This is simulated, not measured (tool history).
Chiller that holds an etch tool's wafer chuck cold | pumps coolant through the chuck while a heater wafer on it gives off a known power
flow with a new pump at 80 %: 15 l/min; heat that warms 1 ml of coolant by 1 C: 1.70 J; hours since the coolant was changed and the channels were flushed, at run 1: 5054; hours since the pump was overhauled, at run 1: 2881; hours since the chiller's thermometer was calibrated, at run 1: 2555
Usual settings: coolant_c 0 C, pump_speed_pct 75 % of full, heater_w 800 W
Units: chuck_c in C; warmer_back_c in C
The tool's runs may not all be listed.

run	hour	coolant_c	pump_speed_pct	heater_w	hours since the coolant was changed and the channels were flushed	hours since the pump was overhauled	hours since the chiller's thermometer was calibrated	chuck_c	warmer_back_c
1	0.0	0	75	800	5054	2881	2555	5.8	2.07
2	136.5	2	75	800	5191	3018	2692	8.1	2.09
3	248.3	0	75	546	5303	3129	2803	4.1	1.48
4	347.6	0	75	1037	5402	3229	2903	7.6	2.71
5	501.1	-6	75	800	5555	3382	3056	0.0	2.10
6	586.0	-6	75	800	5640	3467	3141	0.0	2.09
7	673.4	0	75	800	5728	3555	3229	6.0	2.10
8	860.9	0	75	800	5915	3742	3416	6.2	2.14
9	1042.6	0	74	800	6097	3924	3598	6.2	2.14
10	1158.0	0	74	800	6212	4039	3713	6.2	2.17
11	1292.4	0	74	800	6347	4174	3848	6.4	2.19
12	1384.2	0	74	800	6439	4265	3939	6.4	2.16
# hour 1489.1: coolant changed, channels flushed
13	1579.8	2	67	1132	91	4455	4129	10.8	3.40
14	1740.0	-9	87	619	251	4615	4289	-5.0	1.43
# hour 1828.3: chiller's thermometer calibrated
15	1875.4	0	75	1043	385	4750	47	7.2	2.82
16	2003.0	0	75	1043	513	4877	175	7.1	2.82
17	2135.7	0	65	800	646	5010	307	6.2	2.48
18	2305.2	0	65	800	815	5179	477	6.2	2.51
19	2498.9	0	65	800	1009	5373	671	6.3	2.52
20	2646.0	3	75	800	1156	5520	818	8.4	2.19
21	2801.0	3	75	800	1311	5675	973	8.6	2.20
22	2936.1	3	75	800	1446	5810	1108	8.8	2.16
23	3132.0	2	79	678	1642	6006	1304	6.7	1.76
24	3279.3	0	88	595	1789	6153	1451	3.8	1.40

The same runs without the tool's hidden state, with the same run-to-run variation:
The hidden state here: heat passed by the chuck's channels, % of clean ones'; flow at a given pump speed, % of a new pump's; coolant's true temperature over the reading, C; drift of the gauge itself on chuck_c, C; drift of the gauge itself on warmer_back_c, C.
run	chuck_c	warmer_back_c
1	4.9	1.98
2	7.2	1.99
3	3.4	1.41
4	6.4	2.58
5	-1.0	2.00
6	-1.0	1.99
7	5.0	1.99
8	5.1	2.02
9	5.1	2.02
10	5.0	2.04
11	5.2	2.06
12	5.2	2.03
13	9.9	3.19
14	-5.6	1.34
15	6.7	2.63
16	6.6	2.62
17	5.7	2.30
18	5.7	2.32
19	5.7	2.33
20	7.9	2.01
21	8.0	2.03
22	8.2	1.98
23	6.1	1.61
24	3.3	1.27
